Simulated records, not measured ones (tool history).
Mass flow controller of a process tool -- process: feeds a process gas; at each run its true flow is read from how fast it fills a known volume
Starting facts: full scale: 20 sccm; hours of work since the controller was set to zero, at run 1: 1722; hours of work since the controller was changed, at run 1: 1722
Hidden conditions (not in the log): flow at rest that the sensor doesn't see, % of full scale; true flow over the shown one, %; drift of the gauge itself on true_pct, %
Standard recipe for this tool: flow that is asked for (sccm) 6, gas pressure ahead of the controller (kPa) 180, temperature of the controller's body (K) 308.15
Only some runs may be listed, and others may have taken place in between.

| run | hour | flow that is asked for (sccm) | gas pressure ahead of the controller (kPa) | temperature of the controller's body (K) | hours of work since the controller was set to zero | hours of work since the controller was changed | true flow (%) |
|---|---|---|---|---|---|---|---|
| 1 | 0.0 | 6 | 180 | 308.15 | 1722 | 1722 | 99.95 |
| 2 | 57.1 | 6 | 180 | 308.15 | 1757 | 1757 | 100.02 |
| 3 | 129.2 | 6 | 180 | 308.15 | 1801 | 1801 | 100.09 |
| 4 | 212.6 | 5 | 180 | 308.15 | 1852 | 1852 | 99.95 |
| 5 | 280.5 | 5 | 246 | 308.15 | 1894 | 1894 | 100.28 |
| 6 | 316.3 | 6 | 180 | 308.15 | 1916 | 1916 | 100.17 |
| 7 | 395.9 | 6 | 180 | 308.15 | 1965 | 1965 | 100.07 |
| 8 | 477.8 | 6 | 180 | 308.15 | 2015 | 2015 | 100.20 |
| 9 | 546.3 | 6 | 180 | 308.15 | 2057 | 2057 | 100.46 |
| 10 | 615.7 | 6 | 180 | 308.15 | 2099 | 2099 | 100.34 |
| 11 | 694.3 | 6 | 180 | 310.15 | 2148 | 2148 | 100.58 |

Forecast run 12:
| 12 | 762.1 | 4 | 155 | 310.15 | 2189 | 2189 | ? |

{"run 12": {"true flow (%)": 100.44}}
If the tool had no hidden condition, the same run with the same run-to-run variation would have returned true flow (%) 99.94.

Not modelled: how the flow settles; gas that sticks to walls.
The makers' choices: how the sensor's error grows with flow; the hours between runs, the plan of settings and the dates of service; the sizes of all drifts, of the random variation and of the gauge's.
